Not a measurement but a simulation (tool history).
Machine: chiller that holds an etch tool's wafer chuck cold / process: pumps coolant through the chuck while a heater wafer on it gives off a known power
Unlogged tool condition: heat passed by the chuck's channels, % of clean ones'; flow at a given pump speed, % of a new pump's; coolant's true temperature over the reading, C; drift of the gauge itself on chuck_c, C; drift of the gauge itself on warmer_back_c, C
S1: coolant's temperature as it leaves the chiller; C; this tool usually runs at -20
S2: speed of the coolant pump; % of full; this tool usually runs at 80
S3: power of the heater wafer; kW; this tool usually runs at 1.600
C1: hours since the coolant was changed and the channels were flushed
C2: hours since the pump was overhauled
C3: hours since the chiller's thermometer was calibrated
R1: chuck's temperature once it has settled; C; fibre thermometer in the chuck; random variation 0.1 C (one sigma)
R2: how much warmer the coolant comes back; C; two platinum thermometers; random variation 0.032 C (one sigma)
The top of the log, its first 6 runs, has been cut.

run 7 hour=314.4 | S1=-20 S2=80 S3=1.600 | C1=5535 C2=1493 C3=2807 | R1=-10.3 R2=3.52
run 8 hour=385.2 | S1=-28 S2=80 S3=1.600 | C1=5606 C2=1564 C3=2878 | R1=-18.3 R2=3.52
run 9 hour=440.2 | S1=-28 S2=80 S3=1.600 | C1=5661 C2=1619 C3=2933 | R1=-18.3 R2=3.50
run 10 hour=506.3 | S1=-28 S2=72 S3=1.600 | C1=5727 C2=1685 C3=2999 | R1=-17.3 R2=3.94
-- hour=578.4 coolant changed, channels flushed
run 11 hour=579.6 | S1=-28 S2=72 S3=1.600 | C1=1 C2=1752 C3=3066 | R1=-17.4 R2=3.93
run 12 hour=646.0 | S1=-28 S2=72 S3=1.600 | C1=68 C2=1818 C3=3132 | R1=-17.3 R2=3.95
run 13 hour=721.5 | S1=-20 S2=66 S3=1.600 | C1=143 C2=1894 C3=3208 | R1=-8.5 R2=4.21
run 14 hour=786.3 | S1=-20 S2=66 S3=1.600 | C1=208 C2=1959 C3=3273 | R1=-8.5 R2=4.28
run 15 hour=864.0 | S1=-14 S2=80 S3=1.600 | C1=286 C2=2036 C3=3350 | R1=-4.3 R2=3.47
run 16 hour=947.0 | S1=-20 S2=80 S3=1.600 | C1=369 C2=2119 C3=3433 | R1=-10.2 R2=3.49
run 17 hour=988.6 | S1=-20 S2=80 S3=1.217 | C1=410 C2=2161 C3=3475 | R1=-12.5 R2=2.63
run 18 hour=1042.6 | S1=-20 S2=63 S3=0.979 | C1=464 C2=2215 C3=3529 | R1=-12.7 R2=2.74
run 19 hour=1126.3 | S1=-20 S2=62 S3=1.634 | C1=548 C2=2299 C3=3613 | R1=-7.7 R2=4.65

Run 20 comes next. What will it give?
run 20 hour=1196.2 | S1=-23 S2=84 S3=1.634 | C1=618 C2=2369 C3=3683 | R1=? R2=?

Run 20 gave R1 -13.5 C, R2 3.36 C.
With the hidden condition absent and the run-to-run variation left alone, this run would have shown R1 -13.5 C, R2 3.36 C.
